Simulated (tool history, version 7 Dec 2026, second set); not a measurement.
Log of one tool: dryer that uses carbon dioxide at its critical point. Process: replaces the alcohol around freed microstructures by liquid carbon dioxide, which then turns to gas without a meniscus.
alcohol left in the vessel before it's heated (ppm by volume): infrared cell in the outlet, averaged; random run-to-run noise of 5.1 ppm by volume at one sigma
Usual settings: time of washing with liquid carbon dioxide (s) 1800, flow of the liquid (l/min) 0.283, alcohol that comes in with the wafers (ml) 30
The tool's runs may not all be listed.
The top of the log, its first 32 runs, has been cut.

run,day,time of washing with liquid carbon dioxide (s),flow of the liquid (l/min),alcohol that comes in with the wafers (ml),hours of work since the filter was changed,hours of work since the purifier's bed was changed,alcohol left in the vessel before it's heated (ppm by volume)
33,10.379,1560,0.266,119,161,216,1142
34,10.658,1860,0.313,115,165,219,193
# day 10.804: inlet filter changed
35,10.925,1320,0.194,32,2,223,1475
36,11.2,1680,0.194,37,6,227,750
37,11.458,1560,0.223,30,9,230,468
38,11.696,1560,0.223,30,13,233,468
39,11.962,1560,0.223,30,16,237,478
40,12.246,1560,0.223,33,20,241,540
41,12.425,2100,0.286,117,23,244,109
42,12.8,2220,0.196,53,28,249,326
43,13.196,1260,0.22,23,34,255,909
44,13.392,1260,0.257,23,36,257,506
45,13.65,1680,0.339,69,40,261,99
46,13.883,1260,0.339,73,43,264,429
47,14.162,1620,0.283,34,47,268,180
48,14.512,1260,0.208,99,52,273,4592

Predict each of these 3 candidate next runs independently; none follows another, all start after run 48:
A,14.767,1260,0.208,35,56,277,?
B,14.767,1260,0.327,34,56,277,?
C,14.767,1800,0.448,66,56,277,?

run,alcohol left in the vessel before it's heated (ppm by volume)
A,1642
B,271
C,45
Without the tool's unlogged condition, the same runs would have read:
run,alcohol left in the vessel before it's heated (ppm by volume)
A,1449
B,199
C,8

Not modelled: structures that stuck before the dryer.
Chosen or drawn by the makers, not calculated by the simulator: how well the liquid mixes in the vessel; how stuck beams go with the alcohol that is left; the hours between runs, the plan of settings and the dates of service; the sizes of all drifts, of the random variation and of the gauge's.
